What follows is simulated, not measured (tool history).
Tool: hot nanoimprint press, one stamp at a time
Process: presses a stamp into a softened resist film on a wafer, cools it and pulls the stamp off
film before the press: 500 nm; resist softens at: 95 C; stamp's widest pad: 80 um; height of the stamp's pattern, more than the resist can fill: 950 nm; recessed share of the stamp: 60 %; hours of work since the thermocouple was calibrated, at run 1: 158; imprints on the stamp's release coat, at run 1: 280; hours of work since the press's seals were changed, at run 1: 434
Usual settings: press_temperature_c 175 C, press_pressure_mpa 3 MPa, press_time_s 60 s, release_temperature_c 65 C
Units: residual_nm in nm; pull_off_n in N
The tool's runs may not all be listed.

| run | day | press_temperature_c | press_pressure_mpa | press_time_s | release_temperature_c | hours of work since the thermocouple was calibrated | imprints on the stamp's release coat | hours of work since the press's seals were changed | residual_nm | pull_off_n |
|---|---|---|---|---|---|---|---|---|---|---|
| 1 | 0 | 175 | 3 | 60 | 65 | 158 | 280 | 434 | 277.6 | 139 |
| 2 | 1.067 | 175 | 3 | 60 | 65 | 174 | 340 | 450 | 279.7 | 140 |
| 3 | 2.708 | 175 | 3 | 60 | 65 | 199 | 431 | 475 | 278.3 | 146 |
| 4 | 3.883 | 175 | 3 | 60 | 61 | 217 | 496 | 493 | 280.6 | 159 |
| 5 | 5.617 | 175 | 3 | 60 | 65 | 243 | 593 | 519 | 280.4 | 147 |
|  | 5.967 | stamp cleaned and given a new release coat |
| 6 | 7.188 | 175 | 2.58 | 60 | 65 | 263 | 68 | 539 | 295.3 | 135 |
| 7 | 8.442 | 175 | 3 | 60 | 65 | 282 | 138 | 558 | 281.5 | 135 |
|  | 8.758 | plate thermocouple calibrated |
| 8 | 9.542 | 175 | 3 | 60 | 65 | 12 | 192 | 573 | 284.9 | 138 |
| 9 | 11.421 | 175 | 3.91 | 47 | 54 | 41 | 296 | 602 | 284.5 | 172 |
| 10 | 12.704 | 187 | 2.93 | 105 | 54 | 60 | 368 | 622 | 139.4 | 178 |
| 11 | 14.033 | 187 | 2.93 | 105 | 54 | 80 | 442 | 642 | 141 | 179 |
| 12 | 15.675 | 175 | 3 | 60 | 56 | 105 | 533 | 667 | 286.3 | 174 |
|  | 16.904 | plate thermocouple calibrated, once more |
|  | 17.154 | stamp cleaned and given a new release coat |
| 13 | 17.471 | 175 | 2.98 | 60 | 60 | 5 | 18 | 689 | 279.3 | 147 |
| 14 | 18.988 | 175 | 4.26 | 54 | 54 | 28 | 102 | 712 | 254.7 | 166 |
| 15 | 21.058 | 175 | 4.26 | 54 | 54 | 60 | 217 | 743 | 255.9 | 170 |
| 16 | 22.454 | 175 | 4.26 | 54 | 54 | 81 | 295 | 765 | 257.2 | 172 |

5 ways to go on from here, each from the tool as it stands after run 16. What would each give?
| A | 24.446 | 186 | 3 | 42 | 58 | 111 | 406 | 795 | ? | ? |
| B | 24.446 | 175 | 2.3 | 54 | 54 | 111 | 406 | 795 | ? | ? |
| C | 24.446 | 175 | 4.26 | 33 | 54 | 111 | 406 | 795 | ? | ? |
| D | 24.446 | 175 | 3.7 | 60 | 57 | 111 | 406 | 795 | ? | ? |
| E | 24.446 | 172 | 1.87 | 57 | 65 | 111 | 406 | 795 | ? | ? |

| run | residual_nm | pull_off_n |
|---|---|---|
| A | 208.8 | 163 |
| B | 317.3 | 176 |
| C | 305.3 | 174 |
| D | 260.3 | 167 |
| E | 360.7 | 144 |
Without the tool's hidden state the same runs would have given:
| run | residual_nm | pull_off_n |
|---|---|---|
| A | 200.8 | 149 |
| B | 308.5 | 162 |
| C | 293.5 | 160 |
| D | 249.6 | 154 |
| E | 353.1 | 132 |
